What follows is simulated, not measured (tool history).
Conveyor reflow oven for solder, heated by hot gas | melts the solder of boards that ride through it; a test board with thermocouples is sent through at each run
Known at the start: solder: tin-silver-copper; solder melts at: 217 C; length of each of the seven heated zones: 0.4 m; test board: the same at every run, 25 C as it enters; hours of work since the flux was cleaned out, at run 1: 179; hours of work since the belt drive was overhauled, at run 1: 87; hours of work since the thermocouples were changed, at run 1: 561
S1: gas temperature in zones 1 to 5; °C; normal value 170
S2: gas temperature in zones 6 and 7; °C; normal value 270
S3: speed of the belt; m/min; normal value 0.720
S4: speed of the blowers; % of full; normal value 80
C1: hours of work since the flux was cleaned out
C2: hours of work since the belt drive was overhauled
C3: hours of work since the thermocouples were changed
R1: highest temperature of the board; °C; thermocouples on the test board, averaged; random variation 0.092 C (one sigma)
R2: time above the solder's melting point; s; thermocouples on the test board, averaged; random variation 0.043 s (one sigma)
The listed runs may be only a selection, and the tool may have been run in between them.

run	hour	S1	S2	S3	S4	C1	C2	C3	R1	R2
1	0.0	170	270	0.720	80	179	87	561	258.14	53.32
# hour 12.5: flux residue cleaned out of gas plates and filters
2	17.5	170	270	0.720	80	3	94	569	259.02	54.08
3	30.7	170	270	0.720	80	11	102	576	258.92	54.09
4	38.2	170	270	0.720	80	15	106	581	258.78	54.06
5	49.1	170	270	0.720	80	22	113	587	258.99	54.02
6	63.5	170	270	0.658	80	30	121	596	260.93	60.63

Run 7 has not been measured yet. What should we expect?
7	74.8	170	270	0.658	80	37	128	602	?	?

R1: 260.81 °C
R2: 60.68 s
The same run, on a tool lacking any hidden state, would have yielded R1 262.07 °C, R2 61.09 s.

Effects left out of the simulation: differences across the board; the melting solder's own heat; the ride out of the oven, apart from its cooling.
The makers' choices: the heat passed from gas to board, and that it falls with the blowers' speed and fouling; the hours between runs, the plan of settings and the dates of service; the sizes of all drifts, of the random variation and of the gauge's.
